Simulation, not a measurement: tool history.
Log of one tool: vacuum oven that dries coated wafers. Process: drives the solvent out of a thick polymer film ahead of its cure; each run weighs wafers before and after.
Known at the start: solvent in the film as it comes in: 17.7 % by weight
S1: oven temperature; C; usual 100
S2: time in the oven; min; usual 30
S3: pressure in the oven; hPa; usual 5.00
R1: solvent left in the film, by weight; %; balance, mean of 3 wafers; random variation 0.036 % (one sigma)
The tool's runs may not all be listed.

Run 1, hour 0.0: usual settings. Result: R1 0.87 %.
Run 2, hour 18.3: usual settings. Result: R1 0.88 %.
Run 3, hour 30.6: usual settings. Result: R1 0.99 %.
Run 4, hour 41.1: usual settings but S1 97 C. Result: R1 1.31 %.
Run 5, hour 56.1: usual settings but S1 97 C. Result: R1 1.26 %.
Run 6, hour 65.7: usual settings. Result: R1 0.87 %.
Run 7, hour 80.6: usual settings. Result: R1 0.92 %.
Run 8, hour 91.3: usual settings. Result: R1 0.93 %.
Run 9, hour 109.1: usual settings but S1 111 C, S2 27 min. Result: R1 0.24 %.
Run 10, hour 123.4: usual settings but S2 37 min, S3 7.65 hPa. Result: R1 0.69 %.
Run 11, hour 134.9: usual settings but S2 37 min, S3 7.65 hPa. Result: R1 0.65 %.
Run 12, hour 145.6: usual settings but S2 37 min, S3 7.65 hPa. Result: R1 0.68 %.
Run 13, hour 156.4: usual settings but S1 104 C, S2 51 min, S3 15.50 hPa. Result: R1 0.71 %.
Run 14, hour 167.5: usual settings but S3 7.97 hPa. Result: R1 1.01 %.
At hour 175.4: oven's thermocouples calibrated.
Run 15, hour 177.3: usual settings but S1 110 C, S2 28 min, S3 13.69 hPa. Result: R1 0.58 %.
Run 16, hour 185.7: usual settings but S1 110 C, S2 28 min, S3 13.69 hPa. Result: R1 0.57 %.

Forecast each of these 5 alternatives for the next run:
Run A, hour 202.8: usual settings but S1 112 C, S2 42 min, S3 5.30 hPa. Result: R1 ?.
Run B, hour 202.8: usual settings but S1 97 C, S2 21 min, S3 3.83 hPa. Result: R1 ?.
Run C, hour 202.8: usual settings but S1 106 C, S2 18 min, S3 4.44 hPa. Result: R1 ?.
Run D, hour 202.8: usual settings but S2 17 min, S3 13.17 hPa. Result: R1 ?.
Run E, hour 202.8: usual settings but S2 23 min. Result: R1 ?.

run    R1
  A  0.15
  B  2.50
  C  1.29
  D  2.98
  E  1.56
Without the tool's hidden state the same runs would have given:
run    R1
  A  0.15
  B  2.50
  C  1.28
  D  2.98
  E  1.56
